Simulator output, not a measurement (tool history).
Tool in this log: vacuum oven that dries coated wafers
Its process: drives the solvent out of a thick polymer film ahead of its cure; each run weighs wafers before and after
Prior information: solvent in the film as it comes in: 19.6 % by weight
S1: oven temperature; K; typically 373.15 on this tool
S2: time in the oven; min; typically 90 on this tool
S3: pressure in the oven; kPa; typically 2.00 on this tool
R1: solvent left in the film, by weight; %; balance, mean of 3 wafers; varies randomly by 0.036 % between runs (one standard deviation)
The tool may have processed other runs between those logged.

run	day	S1	S2	S3	R1
1	0.000	373.15	90	2.00	3.84
# day 0.558: oven's thermocouples calibrated
2	2.625	373.15	90	2.00	4.21
3	5.075	373.15	90	2.00	4.20
4	7.271	373.15	90	2.00	4.31
5	9.233	373.15	90	2.00	4.28
6	12.121	383.15	90	2.00	1.87
7	14.629	383.15	90	2.00	1.85
8	16.708	373.15	90	2.00	4.35
# day 18.517: oven's thermocouples calibrated, once more
9	18.517	373.15	90	2.00	3.39
10	20.017	373.15	90	2.00	3.33
11	21.800	373.15	63	2.00	5.25
12	23.279	373.15	63	2.00	5.21
13	25.225	373.15	90	2.00	3.44
14	27.583	382.15	114	2.00	0.94
# day 29.275: vacuum gauge cleaned of residue and calibrated
15	29.588	382.15	95	2.00	1.24
16	31.050	382.15	95	2.00	1.20
17	32.608	373.15	98	2.00	2.93
18	35.204	373.15	98	2.00	2.97
19	38.175	373.15	90	3.30	3.63
20	40.446	362.15	52	3.21	9.75
21	43.154	362.15	52	3.21	9.96
22	45.808	382.15	52	2.59	3.80
23	47.979	360.15	91	3.72	7.89
24	49.946	386.15	74	6.33	1.99

What will run 25 give?
25	52.408	386.15	74	6.33	?

{"run 25": {"R1": 2.05}}
Were there no unlogged condition in the tool, this run, its random variation unchanged, would have produced R1 1.88 %.

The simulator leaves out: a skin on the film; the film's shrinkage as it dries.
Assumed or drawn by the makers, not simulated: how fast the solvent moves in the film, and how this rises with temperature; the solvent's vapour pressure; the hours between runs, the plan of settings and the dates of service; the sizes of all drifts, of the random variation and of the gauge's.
